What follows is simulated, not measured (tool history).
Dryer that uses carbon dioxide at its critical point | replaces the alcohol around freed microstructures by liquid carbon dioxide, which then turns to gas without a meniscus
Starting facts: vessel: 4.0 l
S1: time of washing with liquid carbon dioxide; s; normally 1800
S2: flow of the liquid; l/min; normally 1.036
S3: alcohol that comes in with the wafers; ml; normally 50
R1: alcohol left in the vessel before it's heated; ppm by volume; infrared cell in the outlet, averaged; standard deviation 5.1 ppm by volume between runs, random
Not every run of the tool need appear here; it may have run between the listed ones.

Run 1, day 0: usual settings. Result: R1 144 ppm by volume.
Run 2, day 0.646: usual settings. Result: R1 145 ppm by volume.
Run 3, day 1.167: usual settings but S2 1.61 l/min. Result: R1 97 ppm by volume.
Run 4, day 1.904: usual settings but S2 1.61 l/min. Result: R1 109 ppm by volume.
Run 5, day 2.354: usual settings but S2 1.61 l/min. Result: R1 115 ppm by volume.
Run 6, day 2.838: usual settings but S2 1.61 l/min. Result: R1 105 ppm by volume.
Run 7, day 3.504: usual settings but S2 1.61 l/min. Result: R1 108 ppm by volume.
Run 8, day 3.921: usual settings but S2 1.17 l/min. Result: R1 142 ppm by volume.
Run 9, day 4.592: usual settings but S1 2400 s. Result: R1 119 ppm by volume.
Run 10, day 5.054: usual settings but S2 0.7 l/min. Result: R1 478 ppm by volume.
Run 11, day 5.846: usual settings. Result: R1 179 ppm by volume.
Run 12, day 6.504: usual settings. Result: R1 184 ppm by volume.
Run 13, day 7.025: usual settings. Result: R1 181 ppm by volume.
Run 14, day 7.383: usual settings. Result: R1 179 ppm by volume.
Run 15, day 8.054: usual settings. Result: R1 187 ppm by volume.
Run 16, day 8.796: usual settings. Result: R1 189 ppm by volume.
Run 17, day 9.188: usual settings. Result: R1 195 ppm by volume.
Run 18, day 9.938: usual settings. Result: R1 197 ppm by volume.
Run 19, day 10.588: usual settings but S3 46 ml. Result: R1 196 ppm by volume.
Run 20, day 11.212: usual settings but S1 2520 s. Result: R1 142 ppm by volume.
Run 21, day 11.825: usual settings but S1 2520 s. Result: R1 147 ppm by volume.
Run 22, day 12.412: usual settings but S3 23 ml. Result: R1 159 ppm by volume.
Run 23, day 13.204: usual settings but S3 25 ml. Result: R1 174 ppm by volume.
Run 24, day 13.804: usual settings but S2 1.27 l/min, S3 39 ml. Result: R1 158 ppm by volume.
Run 25, day 14.383: usual settings but S2 1.27 l/min, S3 39 ml. Result: R1 172 ppm by volume.
Run 26, day 14.775: usual settings but S1 1860 s, S2 1.27 l/min, S3 101 ml. Result: R1 177 ppm by volume.
Run 27, day 15.558: usual settings but S2 0.95 l/min, S3 101 ml. Result: R1 380 ppm by volume.
Run 28, day 16.096: usual settings but S1 2640 s, S2 1.14 l/min, S3 101 ml. Result: R1 155 ppm by volume.
Run 29, day 16.658: usual settings but S1 2040 s, S3 63 ml. Result: R1 203 ppm by volume.
Run 30, day 17.054: usual settings but S1 2580 s, S2 1.17 l/min, S3 86 ml. Result: R1 164 ppm by volume.
Run 31, day 17.692: usual settings but S1 2580 s, S2 0.85 l/min, S3 47 ml. Result: R1 183 ppm by volume.
Run 32, day 18.525: usual settings but S1 2580 s, S2 0.85 l/min, S3 47 ml. Result: R1 191 ppm by volume.
Run 33, day 19.196: usual settings but S1 2580 s, S2 0.85 l/min, S3 47 ml. Result: R1 185 ppm by volume.
Run 34, day 19.9: usual settings but S1 2160 s, S2 1.34 l/min, S3 63 ml. Result: R1 182 ppm by volume.
Run 35, day 20.354: usual settings but S1 2160 s, S2 1.34 l/min, S3 63 ml. Result: R1 169 ppm by volume.
Run 36, day 20.871: usual settings but S1 2820 s, S3 107 ml. Result: R1 182 ppm by volume.
Run 37, day 21.546: usual settings but S1 2820 s, S3 107 ml. Result: R1 178 ppm by volume.

Here are 4 independent what-if runs from the current tool condition. What would each one return?
Run A, day 22.029: usual settings but S1 2100 s, S2 1.24 l/min, S3 31 ml. Result: R1 ?.
Run B, day 22.029: usual settings but S1 2220 s, S2 0.82 l/min, S3 27 ml. Result: R1 ?.
Run C, day 22.029: usual settings but S3 38 ml. Result: R1 ?.
Run D, day 22.029: usual settings but S1 1320 s, S2 1.62 l/min, S3 109 ml. Result: R1 ?.

run   R1
  A  179
  B  234
  C  234
  D  245
Without the tool's hidden state the same runs would have given:
run  R1
  A   7
  B  39
  C  33
  D  37
